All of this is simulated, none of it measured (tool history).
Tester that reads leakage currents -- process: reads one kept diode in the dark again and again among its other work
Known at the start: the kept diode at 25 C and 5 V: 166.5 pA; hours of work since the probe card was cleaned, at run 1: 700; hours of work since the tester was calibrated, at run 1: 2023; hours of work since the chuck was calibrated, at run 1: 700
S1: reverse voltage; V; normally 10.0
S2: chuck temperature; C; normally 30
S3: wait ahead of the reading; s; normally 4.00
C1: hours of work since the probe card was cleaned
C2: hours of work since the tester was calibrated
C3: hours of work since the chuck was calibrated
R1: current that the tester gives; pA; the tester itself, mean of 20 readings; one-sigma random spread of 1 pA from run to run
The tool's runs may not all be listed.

| run | day | S1 | S2 | S3 | C1 | C2 | C3 | R1 |
|---|---|---|---|---|---|---|---|---|
| 1 | 0.000 | 10.0 | 30 | 4.00 | 700 | 2023 | 700 | 346.17 |
| 2 | 2.717 | 10.0 | 30 | 4.00 | 732 | 2055 | 732 | 345.44 |
| 3 | 5.904 | 10.0 | 30 | 0.67 | 770 | 2093 | 770 | 348.64 |
| 4 | 11.912 | 14.3 | 30 | 4.00 | 841 | 2164 | 841 | 409.79 |
| 5 | 17.821 | 14.3 | 30 | 4.00 | 911 | 2234 | 911 | 412.15 |
| 6 | 22.038 | 14.3 | 30 | 4.00 | 961 | 2284 | 961 | 408.79 |
|  | 27.146 | chuck's temperature calibrated |
| 7 | 27.708 | 14.3 | 30 | 4.00 | 1027 | 2350 | 7 | 406.73 |
| 8 | 32.054 | 1.8 | 30 | 4.00 | 1078 | 2401 | 58 | 154.41 |
| 9 | 37.179 | 10.0 | 56 | 4.00 | 1139 | 2462 | 119 | 2297.61 |
| 10 | 43.088 | 10.0 | 56 | 4.00 | 1209 | 2532 | 189 | 2297.27 |
| 11 | 47.629 | 10.0 | 30 | 0.35 | 1263 | 2586 | 242 | 349.12 |
| 12 | 53.979 | 10.0 | 30 | 4.00 | 1338 | 2661 | 318 | 346.25 |
| 13 | 57.600 | 10.0 | 30 | 4.00 | 1381 | 2704 | 360 | 344.89 |
| 14 | 63.712 | 10.0 | 30 | 4.00 | 1453 | 2776 | 433 | 347.45 |
|  | 68.304 | probe card cleaned and baked |
| 15 | 68.871 | 10.0 | 30 | 4.00 | 7 | 2836 | 492 | 345.85 |
| 16 | 73.650 | 10.0 | 30 | 4.00 | 63 | 2892 | 549 | 345.61 |
| 17 | 79.142 | 10.0 | 30 | 4.00 | 128 | 2957 | 614 | 345.73 |
| 18 | 84.325 | 10.0 | 30 | 4.00 | 190 | 3018 | 675 | 345.07 |
| 19 | 90.733 | 10.0 | 30 | 2.36 | 265 | 3094 | 751 | 345.42 |
| 20 | 93.492 | 10.0 | 30 | 4.00 | 298 | 3127 | 784 | 345.18 |
| 21 | 99.183 | 14.3 | 48 | 0.73 | 365 | 3194 | 851 | 1569.87 |
| 22 | 102.246 | 14.3 | 48 | 0.73 | 402 | 3231 | 887 | 1571.62 |
| 23 | 106.408 | 10.0 | 30 | 0.66 | 451 | 3280 | 937 | 346.12 |
| 24 | 112.792 | 10.0 | 27 | 0.66 | 527 | 3355 | 1012 | 274.80 |
|  | 113.833 | chuck's temperature calibrated |
| 25 | 115.971 | 4.8 | 26 | 0.66 | 563 | 3392 | 25 | 178.59 |
| 26 | 122.038 | 4.8 | 26 | 0.66 | 635 | 3464 | 97 | 178.31 |
| 27 | 127.479 | 3.2 | 48 | 7.07 | 699 | 3528 | 162 | 775.42 |
| 28 | 133.812 | 4.1 | 40 | 2.03 | 774 | 3603 | 236 | 490.40 |
| 29 | 139.825 | 10.0 | 20 | 4.00 | 845 | 3674 | 308 | 152.37 |
| 30 | 145.525 | 1.7 | 36 | 2.77 | 913 | 3742 | 375 | 239.21 |
| 31 | 150.867 | 12.6 | 27 | 0.39 | 976 | 3805 | 438 | 307.79 |
| 32 | 153.679 | 12.6 | 27 | 0.39 | 1009 | 3838 | 472 | 308.20 |
| 33 | 158.842 | 12.6 | 27 | 0.39 | 1071 | 3899 | 533 | 308.20 |
| 34 | 163.571 | 12.6 | 27 | 0.39 | 1127 | 3955 | 589 | 307.04 |
| 35 | 168.342 | 4.0 | 22 | 4.00 | 1183 | 4012 | 645 | 117.51 |
| 36 | 173.688 | 1.8 | 42 | 0.84 | 1246 | 4075 | 708 | 386.12 |
| 37 | 176.679 | 10.0 | 31 | 4.00 | 1282 | 4111 | 744 | 375.52 |
| 38 | 181.838 | 1.1 | 54 | 0.76 | 1343 | 4172 | 805 | 712.77 |
| 39 | 184.917 | 10.0 | 41 | 0.52 | 1379 | 4208 | 841 | 805.12 |
| 40 | 190.817 | 9.1 | 26 | 3.66 | 1449 | 4278 | 911 | 240.25 |

What if the next run were any one of these 3? Each begins from the tool's condition after run 40:
| A | 195.300 | 12.4 | 34 | 0.47 | 1502 | 4331 | 964 | ? |
| B | 195.300 | 17.5 | 30 | 3.09 | 1502 | 4331 | 964 | ? |
| C | 195.300 | 9.1 | 26 | 1.95 | 1502 | 4331 | 964 | ? |

| run | R1 |
|---|---|
| A | 527.94 |
| B | 449.81 |
| C | 240.93 |
Take away the tool's hidden state, keep each run's random variation, and the runs would have read:
| run | R1 |
|---|---|
| A | 527.55 |
| B | 449.41 |
| C | 240.72 |
